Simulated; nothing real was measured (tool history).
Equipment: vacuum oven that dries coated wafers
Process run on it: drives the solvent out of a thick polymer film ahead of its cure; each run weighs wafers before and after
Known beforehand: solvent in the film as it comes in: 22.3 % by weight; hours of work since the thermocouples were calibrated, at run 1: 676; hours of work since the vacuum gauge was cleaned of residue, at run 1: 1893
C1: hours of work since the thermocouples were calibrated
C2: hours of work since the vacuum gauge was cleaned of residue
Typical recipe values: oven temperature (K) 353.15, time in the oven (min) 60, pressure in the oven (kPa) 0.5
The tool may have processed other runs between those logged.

run 1 hour=0 | oven_temperature_(K)=353.15 time_in_the_oven_(min)=60 pressure_in_the_oven_(kPa)=0.5 | C1=676 C2=1893 | solvent_left_in_the_film_(%)=5.88
run 2 hour=79 | oven_temperature_(K)=353.15 time_in_the_oven_(min)=60 pressure_in_the_oven_(kPa)=0.5 | C1=710 C2=1927 | solvent_left_in_the_film_(%)=5.93
run 3 hour=127.9 | oven_temperature_(K)=342.15 time_in_the_oven_(min)=60 pressure_in_the_oven_(kPa)=0.5 | C1=731 C2=1948 | solvent_left_in_the_film_(%)=11.32
run 4 hour=178.2 | oven_temperature_(K)=342.15 time_in_the_oven_(min)=60 pressure_in_the_oven_(kPa)=0.5 | C1=753 C2=1970 | solvent_left_in_the_film_(%)=11.29
run 5 hour=289.6 | oven_temperature_(K)=342.15 time_in_the_oven_(min)=60 pressure_in_the_oven_(kPa)=0.469 | C1=801 C2=2018 | solvent_left_in_the_film_(%)=11.39
-- hour=298.8 oven's thermocouples calibrated
run 6 hour=355.1 | oven_temperature_(K)=342.15 time_in_the_oven_(min)=60 pressure_in_the_oven_(kPa)=0.469 | C1=24 C2=2046 | solvent_left_in_the_film_(%)=11.62
run 7 hour=469.5 | oven_temperature_(K)=366.15 time_in_the_oven_(min)=53 pressure_in_the_oven_(kPa)=0.767 | C1=74 C2=2095 | solvent_left_in_the_film_(%)=1.87
run 8 hour=586.1 | oven_temperature_(K)=347.15 time_in_the_oven_(min)=41 pressure_in_the_oven_(kPa)=0.407 | C1=124 C2=2145 | solvent_left_in_the_film_(%)=11.65
run 9 hour=685.9 | oven_temperature_(K)=345.15 time_in_the_oven_(min)=46 pressure_in_the_oven_(kPa)=0.74 | C1=167 C2=2189 | solvent_left_in_the_film_(%)=12.02
run 10 hour=779.5 | oven_temperature_(K)=338.15 time_in_the_oven_(min)=42 pressure_in_the_oven_(kPa)=0.679 | C1=208 C2=2229 | solvent_left_in_the_film_(%)=15.11
-- hour=821.7 oven's thermocouples calibrated, once more
run 11 hour=844.9 | oven_temperature_(K)=342.15 time_in_the_oven_(min)=60 pressure_in_the_oven_(kPa)=1.103 | C1=10 C2=2256 | solvent_left_in_the_film_(%)=11.05

Alternative continuations, all from the tool just after run 11; predict every row:
run A hour=953.4 | oven_temperature_(K)=339.15 time_in_the_oven_(min)=67 pressure_in_the_oven_(kPa)=0.5 | C1=57 C2=2303 | solvent_left_in_the_film_(%)=?
run B hour=953.4 | oven_temperature_(K)=352.15 time_in_the_oven_(min)=81 pressure_in_the_oven_(kPa)=1.103 | C1=57 C2=2303 | solvent_left_in_the_film_(%)=?
run C hour=953.4 | oven_temperature_(K)=342.15 time_in_the_oven_(min)=60 pressure_in_the_oven_(kPa)=0.275 | C1=57 C2=2303 | solvent_left_in_the_film_(%)=?
run D hour=953.4 | oven_temperature_(K)=351.15 time_in_the_oven_(min)=105 pressure_in_the_oven_(kPa)=0.395 | C1=57 C2=2303 | solvent_left_in_the_film_(%)=?

run=A solvent_left_in_the_film_(%)=11.61
run=B solvent_left_in_the_film_(%)=4.34
run=C solvent_left_in_the_film_(%)=10.94
run=D solvent_left_in_the_film_(%)=3.11
Without the tool's unlogged condition, the same runs would have read:
run=A solvent_left_in_the_film_(%)=11.22
run=B solvent_left_in_the_film_(%)=3.94
run=C solvent_left_in_the_film_(%)=10.54
run=D solvent_left_in_the_film_(%)=2.71
